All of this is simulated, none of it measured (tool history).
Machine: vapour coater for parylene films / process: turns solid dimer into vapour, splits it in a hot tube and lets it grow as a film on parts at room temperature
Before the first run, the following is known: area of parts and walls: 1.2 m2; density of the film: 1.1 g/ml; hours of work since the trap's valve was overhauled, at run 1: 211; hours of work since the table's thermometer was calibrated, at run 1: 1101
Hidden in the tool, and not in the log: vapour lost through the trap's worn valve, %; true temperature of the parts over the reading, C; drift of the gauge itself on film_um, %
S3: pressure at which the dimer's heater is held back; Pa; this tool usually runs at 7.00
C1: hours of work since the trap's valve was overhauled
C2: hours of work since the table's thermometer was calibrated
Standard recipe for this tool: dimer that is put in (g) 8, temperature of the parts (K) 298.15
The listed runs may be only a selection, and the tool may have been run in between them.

{"run": 1, "hour": 0.0, "dimer that is put in (g)": 8, "temperature of the parts (K)": 298.15, "S3": 7.0, "C1": 211, "C2": 1101, "thickness of the film (nm)": 3050}
{"run": 2, "hour": 25.5, "dimer that is put in (g)": 8, "temperature of the parts (K)": 298.15, "S3": 7.0, "C1": 226, "C2": 1115, "thickness of the film (nm)": 3080}
{"run": 3, "hour": 71.6, "dimer that is put in (g)": 8, "temperature of the parts (K)": 298.15, "S3": 7.0, "C1": 252, "C2": 1141, "thickness of the film (nm)": 3030}
{"run": 4, "hour": 106.7, "dimer that is put in (g)": 8, "temperature of the parts (K)": 298.15, "S3": 7.0, "C1": 272, "C2": 1161, "thickness of the film (nm)": 3060}
{"run": 5, "hour": 147.3, "dimer that is put in (g)": 8, "temperature of the parts (K)": 298.15, "S3": 7.0, "C1": 295, "C2": 1184, "thickness of the film (nm)": 3010}
{"run": 6, "hour": 180.3, "dimer that is put in (g)": 8, "temperature of the parts (K)": 298.15, "S3": 7.0, "C1": 314, "C2": 1203, "thickness of the film (nm)": 2990}
{"run": 7, "hour": 215.4, "dimer that is put in (g)": 8, "temperature of the parts (K)": 298.15, "S3": 7.0, "C1": 334, "C2": 1223, "thickness of the film (nm)": 2950}
{"run": 8, "hour": 254.1, "dimer that is put in (g)": 8, "temperature of the parts (K)": 298.15, "S3": 7.0, "C1": 356, "C2": 1245, "thickness of the film (nm)": 2950}
{"run": 9, "hour": 289.0, "dimer that is put in (g)": 8, "temperature of the parts (K)": 298.15, "S3": 7.0, "C1": 376, "C2": 1265, "thickness of the film (nm)": 2930}
{"run": 10, "hour": 321.9, "dimer that is put in (g)": 8, "temperature of the parts (K)": 298.15, "S3": 7.0, "C1": 395, "C2": 1284, "thickness of the film (nm)": 2910}
{"run": 11, "hour": 356.1, "dimer that is put in (g)": 8, "temperature of the parts (K)": 298.15, "S3": 7.0, "C1": 414, "C2": 1303, "thickness of the film (nm)": 2900}
{"run": 12, "hour": 390.7, "dimer that is put in (g)": 8, "temperature of the parts (K)": 298.15, "S3": 7.0, "C1": 434, "C2": 1323, "thickness of the film (nm)": 2930}
{"run": 13, "hour": 426.0, "dimer that is put in (g)": 8, "temperature of the parts (K)": 298.15, "S3": 8.1, "C1": 454, "C2": 1343, "thickness of the film (nm)": 2830}
{"run": 14, "hour": 455.1, "dimer that is put in (g)": 8, "temperature of the parts (K)": 298.15, "S3": 8.1, "C1": 471, "C2": 1360, "thickness of the film (nm)": 2830}
{"run": 15, "hour": 482.5, "dimer that is put in (g)": 8, "temperature of the parts (K)": 298.15, "S3": 8.1, "C1": 486, "C2": 1375, "thickness of the film (nm)": 2830}
{"run": 16, "hour": 527.0, "dimer that is put in (g)": 8, "temperature of the parts (K)": 298.15, "S3": 7.0, "C1": 512, "C2": 1401, "thickness of the film (nm)": 2880}
{"run": 17, "hour": 563.1, "dimer that is put in (g)": 8, "temperature of the parts (K)": 298.15, "S3": 7.0, "C1": 532, "C2": 1421, "thickness of the film (nm)": 2860}
{"run": 18, "hour": 607.5, "dimer that is put in (g)": 8, "temperature of the parts (K)": 298.15, "S3": 7.0, "C1": 557, "C2": 1447, "thickness of the film (nm)": 2840}
{"run": 19, "hour": 646.1, "dimer that is put in (g)": 5, "temperature of the parts (K)": 298.15, "S3": 7.0, "C1": 579, "C2": 1469, "thickness of the film (nm)": 1730}
{"run": 20, "hour": 673.1, "dimer that is put in (g)": 5, "temperature of the parts (K)": 298.15, "S3": 7.0, "C1": 595, "C2": 1484, "thickness of the film (nm)": 1770}
{"run": 21, "hour": 701.3, "dimer that is put in (g)": 8, "temperature of the parts (K)": 298.15, "S3": 7.0, "C1": 611, "C2": 1500, "thickness of the film (nm)": 2810}
{"run": 22, "hour": 725.2, "dimer that is put in (g)": 4, "temperature of the parts (K)": 298.15, "S3": 7.0, "C1": 624, "C2": 1514, "thickness of the film (nm)": 1430}
{"run": 23, "hour": 759.9, "dimer that is put in (g)": 4, "temperature of the parts (K)": 298.15, "S3": 7.0, "C1": 644, "C2": 1533, "thickness of the film (nm)": 1430}
{"run": 24, "hour": 780.0, "dimer that is put in (g)": 4, "temperature of the parts (K)": 298.15, "S3": 7.0, "C1": 656, "C2": 1545, "thickness of the film (nm)": 1400}
{"run": 25, "hour": 818.9, "dimer that is put in (g)": 4, "temperature of the parts (K)": 298.15, "S3": 7.0, "C1": 678, "C2": 1567, "thickness of the film (nm)": 1360}
{"hour": 835.8, "done": "trap's valve overhauled"}
{"run": 26, "hour": 866.8, "dimer that is put in (g)": 9, "temperature of the parts (K)": 298.15, "S3": 7.0, "C1": 18, "C2": 1592, "thickness of the film (nm)": 3600}
{"run": 27, "hour": 890.9, "dimer that is put in (g)": 9, "temperature of the parts (K)": 298.15, "S3": 7.0, "C1": 31, "C2": 1606, "thickness of the film (nm)": 3580}
{"run": 28, "hour": 916.2, "dimer that is put in (g)": 7, "temperature of the parts (K)": 297.15, "S3": 3.08, "C1": 46, "C2": 1620, "thickness of the film (nm)": 3230}
{"hour": 920.7, "done": "table's thermometer calibrated"}
{"run": 29, "hour": 938.1, "dimer that is put in (g)": 8, "temperature of the parts (K)": 295.15, "S3": 5.79, "C1": 58, "C2": 10, "thickness of the film (nm)": 3580}
{"run": 30, "hour": 970.2, "dimer that is put in (g)": 8, "temperature of the parts (K)": 295.15, "S3": 5.79, "C1": 76, "C2": 28, "thickness of the film (nm)": 3580}
{"run": 31, "hour": 993.5, "dimer that is put in (g)": 12, "temperature of the parts (K)": 309.15, "S3": 4.0, "C1": 89, "C2": 41, "thickness of the film (nm)": 3160}
{"hour": 1008.5, "done": "table's thermometer calibrated, once more"}
{"run": 32, "hour": 1028.9, "dimer that is put in (g)": 11, "temperature of the parts (K)": 308.15, "S3": 2.32, "C1": 109, "C2": 12, "thickness of the film (nm)": 3360}
{"run": 33, "hour": 1049.2, "dimer that is put in (g)": 8, "temperature of the parts (K)": 292.15, "S3": 6.0, "C1": 120, "C2": 23, "thickness of the film (nm)": 4140}
{"run": 34, "hour": 1092.9, "dimer that is put in (g)": 8, "temperature of the parts (K)": 299.15, "S3": 2.81, "C1": 145, "C2": 48, "thickness of the film (nm)": 3420}
{"run": 35, "hour": 1114.7, "dimer that is put in (g)": 3, "temperature of the parts (K)": 302.15, "S3": 2.25, "C1": 158, "C2": 61, "thickness of the film (nm)": 1160}
{"run": 36, "hour": 1143.9, "dimer that is put in (g)": 3, "temperature of the parts (K)": 302.15, "S3": 2.25, "C1": 174, "C2": 77, "thickness of the film (nm)": 1200}
{"run": 37, "hour": 1165.2, "dimer that is put in (g)": 13, "temperature of the parts (K)": 293.15, "S3": 6.74, "C1": 186, "C2": 89, "thickness of the film (nm)": 6300}
{"run": 38, "hour": 1199.0, "dimer that is put in (g)": 6, "temperature of the parts (K)": 295.15, "S3": 9.5, "C1": 206, "C2": 109, "thickness of the film (nm)": 2520}
{"run": 39, "hour": 1227.4, "dimer that is put in (g)": 4, "temperature of the parts (K)": 304.15, "S3": 2.95, "C1": 222, "C2": 125, "thickness of the film (nm)": 1370}
{"run": 40, "hour": 1260.4, "dimer that is put in (g)": 3, "temperature of the parts (K)": 297.15, "S3": 4.37, "C1": 241, "C2": 144, "thickness of the film (nm)": 1280}
{"run": 41, "hour": 1290.7, "dimer that is put in (g)": 3, "temperature of the parts (K)": 291.15, "S3": 4.53, "C1": 258, "C2": 161, "thickness of the film (nm)": 1670}
{"run": 42, "hour": 1336.8, "dimer that is put in (g)": 10, "temperature of the parts (K)": 292.15, "S3": 7.09, "C1": 284, "C2": 187, "thickness of the film (nm)": 4960}
{"run": 43, "hour": 1368.1, "dimer that is put in (g)": 10, "temperature of the parts (K)": 292.15, "S3": 4.39, "C1": 302, "C2": 205, "thickness of the film (nm)": 5170}
{"run": 44, "hour": 1399.8, "dimer that is put in (g)": 12, "temperature of the parts (K)": 292.15, "S3": 6.97, "C1": 320, "C2": 223, "thickness of the film (nm)": 5900}
{"run": 45, "hour": 1421.7, "dimer that is put in (g)": 12, "temperature of the parts (K)": 292.15, "S3": 6.97, "C1": 333, "C2": 235, "thickness of the film (nm)": 5680}
{"run": 46, "hour": 1462.7, "dimer that is put in (g)": 4, "temperature of the parts (K)": 298.15, "S3": 6.9, "C1": 356, "C2": 259, "thickness of the film (nm)": 1490}
{"run": 47, "hour": 1509.9, "dimer that is put in (g)": 4, "temperature of the parts (K)": 304.15, "S3": 3.42, "C1": 383, "C2": 286, "thickness of the film (nm)": 1260}
{"run": 48, "hour": 1547.7, "dimer that is put in (g)": 7, "temperature of the parts (K)": 298.15, "S3": 5.69, "C1": 404, "C2": 307, "thickness of the film (nm)": 2690}

3 options for the next run, each taken on its own from the tool as it stands now. Forecast them:
{"run": "A", "hour": 1574.8, "dimer that is put in (g)": 3, "temperature of the parts (K)": 303.15, "S3": 7.0, "C1": 420, "C2": 323, "thickness of the film (nm)": "?"}
{"run": "B", "hour": 1574.8, "dimer that is put in (g)": 4, "temperature of the parts (K)": 298.15, "S3": 2.15, "C1": 420, "C2": 323, "thickness of the film (nm)": "?"}
{"run": "C", "hour": 1574.8, "dimer that is put in (g)": 4, "temperature of the parts (K)": 298.15, "S3": 5.67, "C1": 420, "C2": 323, "thickness of the film (nm)": "?"}

run=A thickness_of_the_film_(nm)=890
run=B thickness_of_the_film_(nm)=1730
run=C thickness_of_the_film_(nm)=1510
Take away the tool's hidden state, keep each run's random variation, and the runs would have read:
run=A thickness_of_the_film_(nm)=990
run=B thickness_of_the_film_(nm)=1930
run=C thickness_of_the_film_(nm)=1680

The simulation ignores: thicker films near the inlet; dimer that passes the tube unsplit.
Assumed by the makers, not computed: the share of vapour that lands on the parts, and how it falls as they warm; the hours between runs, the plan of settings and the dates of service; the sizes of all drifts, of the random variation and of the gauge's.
